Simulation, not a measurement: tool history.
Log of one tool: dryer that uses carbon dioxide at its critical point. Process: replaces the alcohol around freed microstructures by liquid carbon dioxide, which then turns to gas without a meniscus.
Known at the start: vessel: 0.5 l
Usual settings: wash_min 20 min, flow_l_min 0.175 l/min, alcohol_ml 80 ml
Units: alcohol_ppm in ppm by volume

run 1 hour=0 | wash_min=20 flow_l_min=0.175 alcohol_ml=80 | alcohol_ppm=702
run 2 hour=9.9 | wash_min=20 flow_l_min=0.175 alcohol_ml=80 | alcohol_ppm=737
run 3 hour=20.7 | wash_min=20 flow_l_min=0.175 alcohol_ml=80 | alcohol_ppm=764
run 4 hour=32.2 | wash_min=20 flow_l_min=0.175 alcohol_ml=80 | alcohol_ppm=803
run 5 hour=50.6 | wash_min=20 flow_l_min=0.175 alcohol_ml=80 | alcohol_ppm=810
-- hour=66.5 purifier's bed changed
run 6 hour=71.6 | wash_min=20 flow_l_min=0.175 alcohol_ml=26 | alcohol_ppm=234
run 7 hour=85.6 | wash_min=20 flow_l_min=0.175 alcohol_ml=26 | alcohol_ppm=236
run 8 hour=97.3 | wash_min=20 flow_l_min=0.175 alcohol_ml=80 | alcohol_ppm=752
-- hour=112.8 inlet filter changed
run 9 hour=117.3 | wash_min=20 flow_l_min=0.175 alcohol_ml=80 | alcohol_ppm=386
run 10 hour=136.3 | wash_min=20 flow_l_min=0.175 alcohol_ml=80 | alcohol_ppm=424
run 11 hour=153.1 | wash_min=20 flow_l_min=0.175 alcohol_ml=80 | alcohol_ppm=434
run 12 hour=172 | wash_min=20 flow_l_min=0.175 alcohol_ml=80 | alcohol_ppm=500
run 13 hour=192 | wash_min=20 flow_l_min=0.175 alcohol_ml=80 | alcohol_ppm=524
run 14 hour=203.3 | wash_min=15 flow_l_min=0.24 alcohol_ml=109 | alcohol_ppm=668
run 15 hour=221.5 | wash_min=20 flow_l_min=0.175 alcohol_ml=49 | alcohol_ppm=365
run 16 hour=239.5 | wash_min=20 flow_l_min=0.112 alcohol_ml=80 | alcohol_ppm=4110
run 17 hour=258.1 | wash_min=20 flow_l_min=0.112 alcohol_ml=106 | alcohol_ppm=5607

Measured less the same run without the tool's hidden state. The same run-to-run variation is in both; the gauge's scatter may not be:
The hidden state here: flow that reaches the vessel past the clogged filter, %; alcohol in the recycled carbon dioxide, ppm; drift of the gauge itself on alcohol_ppm, %.
run=1 alcohol_ppm=+356
run=2 alcohol_ppm=+384
run=3 alcohol_ppm=+409
run=4 alcohol_ppm=+438
run=5 alcohol_ppm=+464
run=6 alcohol_ppm=+111
run=7 alcohol_ppm=+120
run=8 alcohol_ppm=+392
run=9 alcohol_ppm=+39
run=10 alcohol_ppm=+69
run=11 alcohol_ppm=+93
run=12 alcohol_ppm=+130
run=13 alcohol_ppm=+165
run=14 alcohol_ppm=+227
run=15 alcohol_ppm=+149
run=16 alcohol_ppm=+1178
run=17 alcohol_ppm=+1758
